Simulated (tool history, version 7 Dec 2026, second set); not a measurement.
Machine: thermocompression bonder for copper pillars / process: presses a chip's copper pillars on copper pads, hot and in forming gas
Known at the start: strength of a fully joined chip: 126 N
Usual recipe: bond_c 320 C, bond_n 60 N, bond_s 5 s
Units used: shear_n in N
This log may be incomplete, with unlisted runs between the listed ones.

| run | hour | bond_c | bond_n | bond_s | shear_n |
|---|---|---|---|---|---|
| 1 | 0.0 | 320 | 60 | 5 | 44.0 |
| 2 | 38.9 | 320 | 60 | 5 | 43.3 |
| 3 | 57.7 | 320 | 60 | 5 | 43.0 |
|  | 96.2 | forming gas filter changed |
| 4 | 98.2 | 320 | 60 | 5 | 44.4 |
| 5 | 118.0 | 320 | 60 | 5 | 43.5 |
| 6 | 141.6 | 320 | 38 | 5 | 24.8 |
| 7 | 166.3 | 320 | 60 | 5 | 42.4 |
| 8 | 188.5 | 348 | 60 | 5 | 54.2 |
| 9 | 223.6 | 320 | 65 | 5 | 45.3 |
|  | 264.2 | forming gas filter changed |
| 10 | 264.5 | 320 | 37 | 5 | 23.5 |
| 11 | 293.4 | 320 | 37 | 5 | 23.8 |
| 12 | 333.8 | 320 | 37 | 5 | 23.5 |
| 13 | 365.0 | 320 | 37 | 5 | 21.9 |
| 14 | 397.8 | 320 | 60 | 5 | 41.4 |
|  | 429.8 | forming gas filter changed |
| 15 | 433.1 | 349 | 60 | 5 | 56.5 |
| 16 | 450.5 | 349 | 60 | 5 | 54.9 |
| 17 | 488.7 | 349 | 60 | 5 | 55.3 |
| 18 | 530.7 | 349 | 60 | 5 | 53.6 |
|  | 569.5 | heater calibrated with a thermocouple chip |
| 19 | 574.4 | 334 | 70 | 3 | 48.2 |
| 20 | 595.3 | 342 | 55 | 3 | 38.3 |
|  | 599.5 | forming gas filter changed |
| 21 | 620.6 | 342 | 55 | 3 | 39.3 |
| 22 | 640.1 | 342 | 55 | 3 | 39.4 |
| 23 | 670.8 | 342 | 55 | 3 | 40.5 |
| 24 | 693.9 | 322 | 60 | 6 | 48.4 |
| 25 | 717.5 | 320 | 60 | 4 | 38.6 |
| 26 | 751.9 | 328 | 60 | 10 | 58.7 |
|  | 765.8 | forming gas filter changed |
| 27 | 783.0 | 328 | 39 | 7 | 32.0 |
| 28 | 810.4 | 328 | 39 | 7 | 32.1 |
| 29 | 845.2 | 343 | 38 | 8 | 35.5 |
| 30 | 877.5 | 290 | 50 | 8 | 31.0 |
| 31 | 916.5 | 319 | 60 | 5 | 42.0 |
|  | 931.4 | forming gas filter changed |
| 32 | 943.4 | 319 | 60 | 5 | 43.6 |
| 33 | 964.8 | 322 | 37 | 6 | 26.5 |
| 34 | 989.7 | 349 | 47 | 5 | 41.0 |
| 35 | 1030.5 | 302 | 58 | 5 | 33.5 |
| 36 | 1049.6 | 314 | 64 | 11 | 57.9 |

Below are 3 alternative next runs, each starting from the tool's condition after run 36. Predict each:
| A | 1091.5 | 313 | 60 | 5 | ? |
| B | 1091.5 | 338 | 37 | 3 | ? |
| C | 1091.5 | 305 | 89 | 7 | ? |

| run | shear_n |
|---|---|
| A | 38.6 |
| B | 20.6 |
| C | 63.9 |
Stripped of hidden state, with their random variation kept, the same runs would have yielded:
| run | shear_n |
|---|---|
| A | 46.2 |
| B | 25.0 |
| C | 74.7 |
